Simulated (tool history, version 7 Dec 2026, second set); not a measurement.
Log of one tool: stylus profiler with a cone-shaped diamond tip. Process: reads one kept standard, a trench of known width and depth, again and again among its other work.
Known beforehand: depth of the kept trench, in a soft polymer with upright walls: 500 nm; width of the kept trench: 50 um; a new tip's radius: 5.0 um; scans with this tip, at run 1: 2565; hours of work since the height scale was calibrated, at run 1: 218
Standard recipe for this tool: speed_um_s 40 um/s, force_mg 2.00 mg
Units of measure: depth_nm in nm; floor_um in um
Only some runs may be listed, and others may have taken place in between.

run,hour,speed_um_s,force_mg,scans with this tip,hours of work since the height scale was calibrated,depth_nm,floor_um
1,0.0,40,2.00,2565,218,503.23,44.97
2,25.4,40,2.00,2777,236,503.23,44.92
3,45.7,40,2.00,2947,250,503.08,44.84
4,68.4,62,2.00,3137,266,503.03,44.76
5,85.6,62,2.00,3280,279,503.01,44.72
6,111.0,62,2.00,3492,297,503.16,44.66
7,136.9,40,2.95,3709,315,504.09,44.78
8,163.2,40,0.96,3928,334,502.34,44.57
9,178.3,40,5.56,4054,344,505.96,44.74
10,205.8,23,5.56,4284,364,505.96,44.76
11,234.6,23,5.56,4524,384,505.98,44.67
12,254.7,23,3.52,4692,398,504.52,44.65
13,271.2,23,3.52,4829,410,504.65,44.66
14,302.0,40,2.00,5087,432,503.41,44.43
15,321.8,40,2.00,5252,446,503.48,44.43
16,349.3,40,2.00,5482,466,503.54,44.39
17,365.6,40,2.00,5618,477,503.63,44.35
18,397.8,116,2.00,5887,500,503.72,43.99
19,428.2,41,2.00,6140,522,503.55,44.27
20,451.2,41,2.00,6333,538,503.64,44.18
21,471.0,41,2.00,6498,552,503.69,44.16
22,503.3,12,1.31,6767,575,503.18,44.28
23,534.6,20,1.31,7029,597,502.93,44.13
24,557.3,20,1.31,7219,613,503.18,44.09
25,586.6,20,1.31,7463,634,503.08,44.12
# hour 589.1: height scale calibrated on a step standard
26,600.6,96,0.89,7576,8,503.16,43.61
27,625.8,24,1.90,7786,26,504.17,44.01
28,652.1,15,1.32,8006,45,503.64,44.02
29,681.7,128,3.54,8253,66,505.64,43.65
# hour 712.4: height scale calibrated on a step standard, once more
30,713.4,128,2.61,8514,1,503.19,43.53
31,744.6,128,2.61,8774,23,503.10,43.51
32,776.2,25,1.40,9038,45,502.26,43.80
33,793.8,31,1.60,9184,58,502.38,43.74
34,818.2,40,0.80,9388,75,501.53,43.63
35,836.8,40,0.80,9544,88,501.68,43.58
36,868.9,40,3.44,9812,111,503.94,43.64
37,899.2,27,2.82,10065,133,503.57,43.72
38,928.1,27,2.82,10306,153,503.56,43.63
39,946.4,59,1.70,10459,166,502.42,43.48
40,977.6,28,2.43,10719,188,503.28,43.54
41,1000.3,40,0.73,10909,204,501.58,43.31

Each row is a separate what-if for the run after 41, all from the same tool condition, not one after another. Results?
# hour 1006.2: new tip fitted, height scale calibrated
A,1033.5,40,1.78,228,19,?,?
# hour 1006.2: new tip fitted, height scale calibrated
B,1033.5,16,4.18,228,19,?,?
# hour 1006.2: new tip fitted, height scale calibrated
C,1033.5,79,5.40,228,19,?,?

run,depth_nm,floor_um
A,502.72,45.43
B,504.68,45.57
C,505.44,45.41
With no hidden state in the tool, these same runs would have given:
run,depth_nm,floor_um
A,502.40,45.46
B,504.36,45.60
C,505.12,45.44
